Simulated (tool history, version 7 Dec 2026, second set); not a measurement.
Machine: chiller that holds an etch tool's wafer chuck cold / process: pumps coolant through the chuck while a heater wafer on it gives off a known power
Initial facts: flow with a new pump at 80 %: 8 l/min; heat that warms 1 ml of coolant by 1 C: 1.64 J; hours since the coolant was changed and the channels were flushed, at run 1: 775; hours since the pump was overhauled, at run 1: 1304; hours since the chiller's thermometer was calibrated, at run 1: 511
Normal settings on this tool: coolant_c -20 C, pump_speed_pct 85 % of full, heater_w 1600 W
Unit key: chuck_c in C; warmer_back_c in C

run    hour  coolant_c  pump_speed_pct  heater_w  hours since the coolant was changed and the channels were flushed  hours since the pump was overhauled  hours since the chiller's thermometer was calibrated  chuck_c  warmer_back_c
  1     0.0        -20              85      1600                                                                775                                 1304                                                   511     -7.6           6.88
  2    46.6        -20              85      1600                                                                822                                 1350                                                   558     -7.6           6.82
  3    93.6        -20              85      1600                                                                869                                 1397                                                   605     -7.7           6.83
  4   116.6        -17              85      1600                                                                892                                 1420                                                   628     -4.6           6.82
  5   149.4        -20              63      1600                                                                925                                 1453                                                   660     -5.1           9.33
  6   170.7        -20              85      1600                                                                946                                 1474                                                   682     -7.7           6.84
  7   202.2        -20              85       974                                                                978                                 1506                                                   713    -12.6           4.17
  8   227.7        -20              85      1600                                                               1003                                 1531                                                   739     -7.5           6.82
  9   249.7        -20              85      1600                                                               1025                                 1553                                                   761     -7.5           6.84
 10   277.2        -22              85      1600                                                               1053                                 1581                                                   788     -9.6           6.88
 11   320.6        -20              85      1600                                                               1096                                 1624                                                   832     -7.7           6.80
 12   361.2        -20              85      1600                                                               1137                                 1665                                                   872     -7.6           6.80
 13   401.8        -20              92      1600                                                               1177                                 1705                                                   913     -8.2           6.25
 14   437.2        -20              85      1600                                                               1213                                 1741                                                   948     -7.9           6.76
 15   458.2        -20              85      1600                                                               1234                                 1762                                                   969     -7.6           6.74
 16   479.8        -20              85      1600                                                               1255                                 1783                                                   991     -7.5           6.82
 17   519.8        -16              63       921                                                               1295                                 1823                                                  1031     -7.4           5.28
 18   548.1        -16              63       921                                                               1323                                 1852                                                  1059     -7.1           5.21
 19   575.2        -15              79       921                                                               1351                                 1879                                                  1086     -7.5           4.17
 20   609.9        -26              65       921                                                               1385                                 1913                                                  1121    -17.5           5.11
 21   640.4        -20              70      1085                                                               1416                                 1944                                                  1151    -10.4           5.59
 22   685.3        -20              78      1406                                                               1461                                 1989                                                  1196     -8.4           6.50
 23   714.1        -23              85      1600                                                               1490                                 2018                                                  1225    -10.6           6.67
 24   760.4        -23              63      1201                                                               1536                                 2064                                                  1271    -11.7           6.90
 25   801.5        -23              63      1201                                                               1577                                 2105                                                  1313    -11.7           6.75
      810.2  -- gauge calibrated
 26   849.1        -14              85      2070                                                               1624                                 2153                                                  1360      2.0           8.91
 27   868.6        -14              85      2070                                                               1644                                 2172                                                  1380      1.9           8.93
 28   910.8        -14              85      2070                                                               1686                                 2214                                                  1422      2.0           8.82
 29   948.6        -14              85      2070                                                               1724                                 2252                                                  1460      1.9           8.89
 30   977.0        -14              85      2070                                                               1752                                 2281                                                  1488      2.0           8.85
 31  1010.8        -14              79      2070                                                               1786                                 2314                                                  1522      2.7           9.53
 32  1032.9        -14              79      2070                                                               1808                                 2336                                                  1544      2.8           9.60

Consider 3 possible next runs. They are alternatives, not a sequence: every one starts from the tool as it was left by run 32. What does each give?
  A  1054.3        -18              85      1309                                                               1830                                 2358                                                  1565        ?              ?
  B  1054.3        -20              86      1823                                                               1830                                 2358                                                  1565        ?              ?
  C  1054.3        -14              79      1324                                                               1830                                 2358                                                  1565        ?              ?

run  chuck_c  warmer_back_c
  A     -7.7           5.56
  B     -6.0           7.69
  C     -3.0           6.08
Stripped of hidden state, with their random variation kept, the same runs would have yielded:
run  chuck_c  warmer_back_c
  A     -7.7           5.63
  B     -6.0           7.75
  C     -3.0           6.14

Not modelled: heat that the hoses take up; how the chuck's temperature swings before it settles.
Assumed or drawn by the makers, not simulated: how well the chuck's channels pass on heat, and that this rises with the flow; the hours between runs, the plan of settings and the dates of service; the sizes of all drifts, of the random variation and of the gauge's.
